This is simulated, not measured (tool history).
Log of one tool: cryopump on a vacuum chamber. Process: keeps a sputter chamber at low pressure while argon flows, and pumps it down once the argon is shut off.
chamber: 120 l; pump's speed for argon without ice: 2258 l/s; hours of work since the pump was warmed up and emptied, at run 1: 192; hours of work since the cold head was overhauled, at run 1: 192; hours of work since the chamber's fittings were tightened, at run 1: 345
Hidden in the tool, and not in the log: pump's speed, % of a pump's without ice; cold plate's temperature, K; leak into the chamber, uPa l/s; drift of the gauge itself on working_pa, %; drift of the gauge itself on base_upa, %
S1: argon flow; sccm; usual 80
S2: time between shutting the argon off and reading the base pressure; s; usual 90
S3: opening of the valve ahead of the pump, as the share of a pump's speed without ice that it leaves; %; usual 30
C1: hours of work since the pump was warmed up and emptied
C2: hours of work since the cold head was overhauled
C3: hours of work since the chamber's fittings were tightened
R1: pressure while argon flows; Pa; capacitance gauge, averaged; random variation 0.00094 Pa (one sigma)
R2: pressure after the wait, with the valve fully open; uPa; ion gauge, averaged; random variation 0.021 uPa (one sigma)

run    hour  S1   S2  S3   C1    C2    C3      R1    R2
  1       0  80   90  30  192   192   345  0.2033  0.51
  2    84.4  80   90  30  238   238   392  0.2034  0.52
  3   145.9  80   90  30  272   272   426   0.206  0.56
  4   233.9  80   90  30  321   321   474  0.2052  0.57
  5   314.7  80   90  30  365   365   519  0.2075  0.64
  6   403.3  80   90  30  414   414   568  0.2094  0.65
  7   475.9  80   21  30  454   454   608  0.2099  1.39
  8   544.4  80   24  30  492   492   646  0.2106  1.27
  9   620.1  80   90  41  534   534   688  0.1577  0.74
 10   658.7  80   90  41  555   555   709  0.1588  0.76
 11   702.2  80   90  41  579   579   733  0.1595  0.75
 12   785.2  80   90  30  625   625   779  0.2133  0.78
 13   866.7  80   90  30  670   670   824  0.2137  0.85
 14   923.3  80   90  30  701   701   855  0.2151  0.84
 15   991.3  80   82  30  739   739   892  0.2177  0.86
 16  1051.7  80   82  30  772   772   926  0.2184   0.9
 17  1123.5  80   82  30  812   812   965  0.2218  0.94
     1145.8  -- pump warmed up, emptied and cooled again
 18  1181.6  80   82  30   20   841   995  0.1997  0.77
 19  1218.8  80   82  30   40   861  1015  0.2003  0.79
 20  1271.5  80   82  30   69   890  1044  0.2022  0.79
 21  1332.8  59   50  30  103   924  1078   0.149  0.99
 22  1410.7  46  157  20  146   967  1121  0.1737  0.77
 23    1496  46  157  20  193  1014  1168  0.1733  0.76
 24  1574.9  45   22  20  237  1058  1212   0.173  1.56
 25  1660.5  35   22  20  284  1105  1259  0.1344  1.57
 26    1740  67   22  58  328  1149  1303  0.0927  1.64
 27  1802.5  46   90  16  362  1183  1337  0.2182     1
 28  1863.8  46   90  16  396  1217  1371  0.2214  1.01
 29  1945.6  80   90  30  441  1262  1416  0.2093  1.04
 30  1981.4  80   90  30  461  1282  1436  0.2107  1.06
 31  2040.3  80   90  16  494  1315  1468  0.3839  1.06
 32  2083.7  54   90  43  517  1339  1492  0.1016  1.16
 33  2145.6  83   90  36  552  1373  1526   0.185  1.12
 34  2228.4  83   90  36  597  1418  1572  0.1868  1.21
 35  2302.2  52   90  26  638  1459  1613  0.1611  1.24

How the hidden state differs across the entries between the runs, from the last listed run before each to the first after it:
Between runs 17 and 18: pump warmed up, emptied and cooled again (hour 1145.8)
  pump's speed, % of a pump's without ice: 76.2 -> 98.9; leak into the chamber, uPa l/s: 1212 -> 1241
  measured less the result without the state, R1: +0.0193 -> +0.001 Pa; R2: +0.56 -> +0.43 uPa
